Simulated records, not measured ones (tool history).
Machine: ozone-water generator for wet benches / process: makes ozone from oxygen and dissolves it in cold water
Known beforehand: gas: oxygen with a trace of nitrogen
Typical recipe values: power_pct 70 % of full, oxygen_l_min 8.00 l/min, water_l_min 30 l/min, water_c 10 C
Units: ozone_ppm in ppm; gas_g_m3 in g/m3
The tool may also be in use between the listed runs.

run 1 hour=0.0 | power_pct=70 oxygen_l_min=8.00 water_l_min=30 water_c=10 | ozone_ppm=20.1 gas_g_m3=156.5
run 2 hour=50.2 | power_pct=70 oxygen_l_min=8.00 water_l_min=30 water_c=13 | ozone_ppm=19.0 gas_g_m3=155.1
run 3 hour=90.0 | power_pct=70 oxygen_l_min=8.00 water_l_min=30 water_c=13 | ozone_ppm=19.5 gas_g_m3=154.7
run 4 hour=126.2 | power_pct=41 oxygen_l_min=8.00 water_l_min=30 water_c=10 | ozone_ppm=15.4 gas_g_m3=118.4
run 5 hour=201.6 | power_pct=41 oxygen_l_min=8.00 water_l_min=30 water_c=10 | ozone_ppm=15.3 gas_g_m3=119.1
run 6 hour=264.2 | power_pct=41 oxygen_l_min=8.00 water_l_min=30 water_c=10 | ozone_ppm=15.3 gas_g_m3=118.9
run 7 hour=304.6 | power_pct=41 oxygen_l_min=8.00 water_l_min=30 water_c=10 | ozone_ppm=15.1 gas_g_m3=119.0
run 8 hour=380.8 | power_pct=41 oxygen_l_min=8.00 water_l_min=30 water_c=10 | ozone_ppm=15.5 gas_g_m3=119.3
run 9 hour=423.4 | power_pct=70 oxygen_l_min=8.00 water_l_min=29 water_c=10 | ozone_ppm=20.4 gas_g_m3=152.8
run 10 hour=458.1 | power_pct=70 oxygen_l_min=8.00 water_l_min=29 water_c=10 | ozone_ppm=20.5 gas_g_m3=155.1
run 11 hour=498.0 | power_pct=70 oxygen_l_min=8.00 water_l_min=29 water_c=10 | ozone_ppm=20.1 gas_g_m3=154.0
run 12 hour=539.3 | power_pct=70 oxygen_l_min=8.00 water_l_min=30 water_c=10 | ozone_ppm=19.9 gas_g_m3=155.4
run 13 hour=601.3 | power_pct=70 oxygen_l_min=8.00 water_l_min=30 water_c=10 | ozone_ppm=20.0 gas_g_m3=153.6
run 14 hour=648.8 | power_pct=70 oxygen_l_min=8.00 water_l_min=30 water_c=10 | ozone_ppm=19.6 gas_g_m3=153.2
run 15 hour=710.6 | power_pct=70 oxygen_l_min=8.00 water_l_min=30 water_c=10 | ozone_ppm=19.6 gas_g_m3=154.7
run 16 hour=781.5 | power_pct=70 oxygen_l_min=8.00 water_l_min=30 water_c=10 | ozone_ppm=19.9 gas_g_m3=151.7
run 17 hour=850.9 | power_pct=70 oxygen_l_min=8.00 water_l_min=30 water_c=10 | ozone_ppm=19.5 gas_g_m3=153.4
run 18 hour=885.1 | power_pct=90 oxygen_l_min=8.00 water_l_min=30 water_c=5 | ozone_ppm=23.4 gas_g_m3=173.8
run 19 hour=943.3 | power_pct=90 oxygen_l_min=5.65 water_l_min=30 water_c=5 | ozone_ppm=20.7 gas_g_m3=194.7
run 20 hour=996.1 | power_pct=90 oxygen_l_min=11.44 water_l_min=34 water_c=5 | ozone_ppm=23.5 gas_g_m3=156.2
run 21 hour=1063.6 | power_pct=90 oxygen_l_min=11.44 water_l_min=34 water_c=5 | ozone_ppm=23.6 gas_g_m3=155.3
run 22 hour=1130.2 | power_pct=90 oxygen_l_min=11.44 water_l_min=34 water_c=5 | ozone_ppm=23.6 gas_g_m3=152.8
run 23 hour=1166.7 | power_pct=87 oxygen_l_min=8.00 water_l_min=30 water_c=15 | ozone_ppm=20.3 gas_g_m3=170.0
run 24 hour=1218.9 | power_pct=93 oxygen_l_min=8.00 water_l_min=30 water_c=10 | ozone_ppm=22.3 gas_g_m3=176.0
run 25 hour=1283.9 | power_pct=93 oxygen_l_min=8.00 water_l_min=41 water_c=5 | ozone_ppm=17.6 gas_g_m3=175.5
run 26 hour=1356.8 | power_pct=81 oxygen_l_min=6.57 water_l_min=30 water_c=5 | ozone_ppm=20.5 gas_g_m3=173.5
run 27 hour=1419.1 | power_pct=81 oxygen_l_min=6.57 water_l_min=30 water_c=5 | ozone_ppm=21.2 gas_g_m3=173.0

Below are 3 alternative next runs, each starting from the tool's condition after run 27. Predict each:
run A hour=1476.3 | power_pct=52 oxygen_l_min=6.25 water_l_min=30 water_c=12 | ozone_ppm=? gas_g_m3=?
run B hour=1476.3 | power_pct=70 oxygen_l_min=8.00 water_l_min=22 water_c=8 | ozone_ppm=? gas_g_m3=?
run C hour=1476.3 | power_pct=70 oxygen_l_min=6.27 water_l_min=34 water_c=14 | ozone_ppm=? gas_g_m3=?

run=A ozone_ppm=15.2 gas_g_m3=142.4
run=B ozone_ppm=25.5 gas_g_m3=152.8
run=C ozone_ppm=15.4 gas_g_m3=165.3
With no hidden state in the tool, these same runs would have given:
run=A ozone_ppm=16.8 gas_g_m3=148.5
run=B ozone_ppm=28.3 gas_g_m3=160.4
run=C ozone_ppm=17.3 gas_g_m3=173.6
